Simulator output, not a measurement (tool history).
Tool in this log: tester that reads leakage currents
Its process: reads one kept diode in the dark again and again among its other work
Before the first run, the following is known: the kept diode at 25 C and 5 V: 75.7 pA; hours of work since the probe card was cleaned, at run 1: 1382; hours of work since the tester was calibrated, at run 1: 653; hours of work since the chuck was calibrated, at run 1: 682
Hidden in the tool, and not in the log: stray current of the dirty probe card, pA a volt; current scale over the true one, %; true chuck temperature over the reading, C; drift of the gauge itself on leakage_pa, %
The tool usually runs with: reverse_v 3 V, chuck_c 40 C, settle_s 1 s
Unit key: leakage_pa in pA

run      day  reverse_v  chuck_c  settle_s  hours of work since the probe card was cleaned  hours of work since the tester was calibrated  hours of work since the chuck was calibrated  leakage_pa
  1        0          3       40         1                                            1382                                            653                                           682      248.72
       1.342  -- chuck's temperature calibrated
  2     5.65          3       40         1                                            1466                                            736                                            65      248.54
  3     11.7          3       40         1                                            1557                                            827                                           156      250.96
  4   16.479          3       40      2.41                                            1628                                            899                                           227       248.7
  5   22.325          3       40      2.41                                            1716                                            987                                           315      249.96
  6   27.612          3       40      2.41                                            1796                                           1066                                           395      248.96
  7   31.896          3       30      2.41                                            1860                                           1131                                           459      100.64
  8     35.7          3       40         1                                            1917                                           1188                                           516       249.5
  9    38.65          3       40         1                                            1961                                           1232                                           561      249.43
 10   42.304          3       40         1                                            2016                                           1287                                           615      248.35
 11   46.129          3       40      5.33                                            2074                                           1344                                           673      249.43
      46.692  -- probe card cleaned and baked
      48.533  -- chuck's temperature calibrated
 12   50.983          3       40      8.16                                              63                                           1414                                            37      249.27
 13   56.633          3       40      8.16                                             148                                           1499                                           122      247.76
 14   62.008          3       40         1                                             229                                           1580                                           202      249.65
 15   66.571          3       40         1                                             297                                           1648                                           271      250.32
 16   69.283          3       40         1                                             338                                           1689                                           312      248.21
 17   74.142       2.44       40         1                                             411                                           1762                                           385      231.19
 18   80.017       2.44       40         1                                             499                                           1850                                           473      230.32
 19   84.725       2.44       40         1                                             570                                           1921                                           544      231.03
 20   90.267       5.63       26      1.59                                             653                                           2004                                           627       88.25
      95.258  -- chuck's temperature calibrated
 21   95.825       5.24       48      1.24                                             736                                           2087                                             9      615.52
 22     99.2       5.24       49      1.24                                             786                                           2137                                            59      663.32
 23  104.667          3       51       7.5                                             869                                           2219                                           141       632.9
 24  110.333          6       40      1.04                                             954                                           2305                                           226      324.83
 25  114.654        1.1       20      1.04                                            1019                                           2369                                           291       26.38
 26  118.329        1.1       36      1.67                                            1074                                           2425                                           347      120.42
 27  123.329        1.1       36      1.67                                            1149                                           2500                                           422       119.7
 28  128.762        1.1       47      5.49                                            1231                                           2581                                           503      309.87
 29  132.892          3       35         1                                            1293                                           2643                                           565      160.26
 30  137.896      12.44       53         1                                            1368                                           2719                                           641     1274.63
 31  141.838       1.12       40         1                                            1427                                           2778                                           700      170.27
     142.425  -- chuck's temperature calibrated
 32  144.758       8.86       20      0.64                                            1470                                           2821                                            35       61.35
 33  150.054       4.87       56      1.24                                            1549                                           2900                                           115     1144.84
 34  153.362          3       43      4.51                                            1599                                           2950                                           164      321.95
 35  156.512          3       43      4.51                                            1646                                           2997                                           212      323.88
 36    160.9       3.31       55      1.97                                            1712                                           3063                                           278      909.23
 37  166.358       2.85       27      0.92                                            1794                                           3145                                           360       75.15
 38  170.396       2.85       27      0.92                                            1855                                           3206                                           420       75.31

Hidden condition of the tool, last listed run before each entry between runs versus first listed run after:
After run 1, before run 2: chuck's temperature calibrated (day 1.342)
  true chuck temperature over the reading, C: -0.01 -> 0
  measured minus no-state result, leakage_pa: -0.29 -> +0 pA
After run 11, before run 12: probe card cleaned and baked (day 46.692); chuck's temperature calibrated (day 48.533)
  stray current of the dirty probe card, pA a volt: 0.025 -> 0.02; true chuck temperature over the reading, C: -0.01 -> 0
  measured minus no-state result, leakage_pa: -0.27 -> -0.02 pA
After run 20, before run 21: chuck's temperature calibrated (day 95.258)
  true chuck temperature over the reading, C: -0.01 -> 0
  measured minus no-state result, leakage_pa: -0.11 -> +0.06 pA
After run 31, before run 32: chuck's temperature calibrated (day 142.425)
  true chuck temperature over the reading, C: -0.01 -> 0
  measured minus no-state result, leakage_pa: -0.2 -> +0.03 pA
